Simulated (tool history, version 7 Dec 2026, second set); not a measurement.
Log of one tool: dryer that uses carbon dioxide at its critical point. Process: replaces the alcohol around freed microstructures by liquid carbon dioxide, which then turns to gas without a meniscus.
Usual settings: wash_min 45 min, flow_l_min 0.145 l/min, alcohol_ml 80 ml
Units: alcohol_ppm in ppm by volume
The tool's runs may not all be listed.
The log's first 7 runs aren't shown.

| run | hour | wash_min | flow_l_min | alcohol_ml | hours of work since the filter was changed | hours of work since the purifier's bed was changed | alcohol_ppm |
|---|---|---|---|---|---|---|---|
| 8 | 142.1 | 45 | 0.145 | 80 | 255 | 82 | 421 |
| 9 | 155.8 | 45 | 0.145 | 80 | 261 | 88 | 434 |
| 10 | 177.3 | 45 | 0.145 | 80 | 271 | 98 | 443 |
| 11 | 203.5 | 45 | 0.145 | 80 | 283 | 110 | 450 |
| 12 | 228.9 | 32 | 0.145 | 80 | 295 | 122 | 1968 |
| 13 | 241.3 | 45 | 0.145 | 80 | 301 | 128 | 459 |
| 14 | 254.4 | 45 | 0.145 | 80 | 307 | 134 | 445 |
| 15 | 265.7 | 45 | 0.145 | 80 | 312 | 139 | 443 |
| 16 | 284.1 | 45 | 0.089 | 80 | 321 | 147 | 3242 |
| 17 | 300 | 43 | 0.134 | 22 | 328 | 155 | 234 |
| 18 | 324.4 | 43 | 0.134 | 22 | 339 | 166 | 251 |
| 19 | 350.9 | 43 | 0.134 | 22 | 352 | 178 | 264 |
| 20 | 373.4 | 43 | 0.134 | 22 | 362 | 189 | 268 |
|  | 378.3 | inlet filter changed |
| 21 | 399.9 | 43 | 0.134 | 22 | 10 | 200 | 205 |
| 22 | 421.7 | 43 | 0.134 | 22 | 20 | 210 | 209 |
| 23 | 437.3 | 68 | 0.097 | 28 | 27 | 218 | 142 |
| 24 | 452.3 | 35 | 0.167 | 27 | 34 | 225 | 236 |
| 25 | 475.4 | 35 | 0.167 | 27 | 45 | 235 | 235 |
| 26 | 501.5 | 62 | 0.126 | 80 | 57 | 247 | 154 |
| 27 | 528 | 37 | 0.141 | 80 | 69 | 260 | 1077 |
| 28 | 555.9 | 36 | 0.113 | 39 | 82 | 272 | 1357 |
| 29 | 578.9 | 52 | 0.106 | 80 | 93 | 283 | 820 |
| 30 | 605.7 | 42 | 0.145 | 26 | 105 | 295 | 225 |
| 31 | 619.2 | 42 | 0.145 | 26 | 111 | 302 | 221 |
| 32 | 634.7 | 65 | 0.18 | 43 | 118 | 309 | 71 |

Forecast each of these 4 alternatives for the next run:
| A | 651.9 | 66 | 0.208 | 82 | 126 | 317 | ? |
| B | 651.9 | 45 | 0.221 | 80 | 126 | 317 | ? |
| C | 651.9 | 37 | 0.145 | 80 | 126 | 317 | ? |
| D | 651.9 | 36 | 0.145 | 29 | 126 | 317 | ? |

| run | alcohol_ppm |
|---|---|
| A | 70 |
| B | 93 |
| C | 1031 |
| D | 441 |
Without the tool's hidden state the same runs would have given:
| run | alcohol_ppm |
|---|---|
| A | 13 |
| B | 33 |
| C | 868 |
| D | 345 |
